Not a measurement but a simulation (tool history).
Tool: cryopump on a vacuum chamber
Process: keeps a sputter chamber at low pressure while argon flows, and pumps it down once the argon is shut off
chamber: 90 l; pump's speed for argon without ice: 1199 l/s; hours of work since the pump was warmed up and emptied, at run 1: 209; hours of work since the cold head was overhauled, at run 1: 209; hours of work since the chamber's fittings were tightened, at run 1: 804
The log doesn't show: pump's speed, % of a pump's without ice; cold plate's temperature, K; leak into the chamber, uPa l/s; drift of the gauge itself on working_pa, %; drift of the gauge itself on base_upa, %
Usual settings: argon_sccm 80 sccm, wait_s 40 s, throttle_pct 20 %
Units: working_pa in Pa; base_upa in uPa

run  hour  argon_sccm  wait_s  throttle_pct  hours of work since the pump was warmed up and emptied  hours of work since the cold head was overhauled  hours of work since the chamber's fittings were tightened  working_pa  base_upa
  1   0.0          80      40            20                                                     209                                               209                                                        804      0.5707      1.78
  2  11.6          80      40            20                                                     214                                               214                                                        809      0.5743      1.81
  3  27.0          80      40            20                                                     221                                               221                                                        816      0.5710      1.79
  4  40.5          80      40            20                                                     226                                               226                                                        822      0.5734      1.83
  5  66.5          80      30            20                                                     237                                               237                                                        833      0.5736      2.12
  6  85.6          80      30            20                                                     246                                               246                                                        841      0.5780      2.11

Forecast run 7:
  7  102.9          80      30            20                                                     253                                               253                                                        848           ?         ?

working_pa: 0.5761 Pa
base_upa: 2.11 uPa
Without the tool's hidden state the same run would have given working_pa 0.5642 Pa, base_upa 1.50 uPa.

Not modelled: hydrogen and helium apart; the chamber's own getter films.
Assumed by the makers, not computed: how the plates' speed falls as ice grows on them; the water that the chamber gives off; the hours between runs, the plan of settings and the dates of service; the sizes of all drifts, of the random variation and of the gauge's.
